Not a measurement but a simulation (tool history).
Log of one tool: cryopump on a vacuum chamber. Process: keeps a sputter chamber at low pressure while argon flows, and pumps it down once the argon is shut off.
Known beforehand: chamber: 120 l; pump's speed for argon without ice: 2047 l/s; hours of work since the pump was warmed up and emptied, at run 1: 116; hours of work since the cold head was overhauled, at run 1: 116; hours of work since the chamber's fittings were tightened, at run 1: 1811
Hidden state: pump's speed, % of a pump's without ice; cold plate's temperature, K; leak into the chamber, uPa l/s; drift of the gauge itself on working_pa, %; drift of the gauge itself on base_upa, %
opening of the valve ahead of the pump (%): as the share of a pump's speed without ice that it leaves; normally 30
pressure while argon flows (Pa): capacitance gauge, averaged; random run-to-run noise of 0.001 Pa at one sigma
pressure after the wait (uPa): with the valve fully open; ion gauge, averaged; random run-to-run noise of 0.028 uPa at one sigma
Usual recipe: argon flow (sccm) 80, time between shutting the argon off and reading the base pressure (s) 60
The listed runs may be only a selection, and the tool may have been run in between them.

| run | hour | argon flow (sccm) | time between shutting the argon off and reading the base pressure (s) | opening of the valve ahead of the pump (%) | hours of work since the pump was warmed up and emptied | hours of work since the cold head was overhauled | hours of work since the chamber's fittings were tightened | pressure while argon flows (Pa) | pressure after the wait (uPa) |
|---|---|---|---|---|---|---|---|---|---|
| 1 | 0 | 80 | 60 | 30 | 116 | 116 | 1811 | 0.2232 | 1.38 |
| 2 | 9.2 | 80 | 60 | 30 | 122 | 122 | 1817 | 0.224 | 1.4 |
| 3 | 17.2 | 80 | 60 | 30 | 126 | 126 | 1822 | 0.2242 | 1.45 |
| 4 | 28 | 80 | 60 | 30 | 133 | 133 | 1828 | 0.2224 | 1.41 |
| 5 | 34.6 | 80 | 60 | 30 | 137 | 137 | 1832 | 0.2252 | 1.37 |
| 6 | 46.5 | 80 | 60 | 30 | 144 | 144 | 1839 | 0.2232 | 1.43 |
| 7 | 61.4 | 80 | 60 | 30 | 153 | 153 | 1848 | 0.2245 | 1.4 |
| 8 | 70.1 | 80 | 60 | 30 | 158 | 158 | 1853 | 0.2233 | 1.39 |
| 9 | 82.5 | 80 | 60 | 30 | 165 | 165 | 1860 | 0.2236 | 1.39 |
| 10 | 89.7 | 70 | 60 | 25 | 169 | 169 | 1864 | 0.2345 | 1.45 |
| 11 | 98.7 | 35 | 39 | 19 | 174 | 174 | 1870 | 0.1539 | 2.06 |
| 12 | 113 | 35 | 39 | 19 | 183 | 183 | 1878 | 0.1536 | 2 |
| 13 | 123.7 | 41 | 60 | 43 | 189 | 189 | 1884 | 0.0806 | 1.38 |
| 14 | 138.3 | 73 | 47 | 21 | 198 | 198 | 1893 | 0.2918 | 1.78 |
| 15 | 152.6 | 73 | 47 | 21 | 206 | 206 | 1901 | 0.2919 | 1.7 |
| 16 | 162.5 | 113 | 30 | 21 | 212 | 212 | 1907 | 0.4538 | 2.51 |
| 17 | 173 | 79 | 22 | 36 | 218 | 218 | 1913 | 0.1865 | 3.32 |
| 18 | 188.3 | 79 | 22 | 36 | 227 | 227 | 1922 | 0.1858 | 3.37 |

Each run again, without the hidden state but with its own random variation kept:
| run | pressure while argon flows (Pa) | pressure after the wait (uPa) |
|---|---|---|
| 1 | 0.2201 | 1.25 |
| 2 | 0.2207 | 1.26 |
| 3 | 0.2208 | 1.31 |
| 4 | 0.2189 | 1.27 |
| 5 | 0.2217 | 1.23 |
| 6 | 0.2195 | 1.29 |
| 7 | 0.2205 | 1.26 |
| 8 | 0.2193 | 1.25 |
| 9 | 0.2193 | 1.24 |
| 10 | 0.2307 | 1.3 |
| 11 | 0.1519 | 1.91 |
| 12 | 0.1516 | 1.85 |
| 13 | 0.0781 | 1.23 |
| 14 | 0.2872 | 1.63 |
| 15 | 0.2872 | 1.56 |
| 16 | 0.4462 | 2.36 |
| 17 | 0.1811 | 3.17 |
| 18 | 0.1802 | 3.21 |
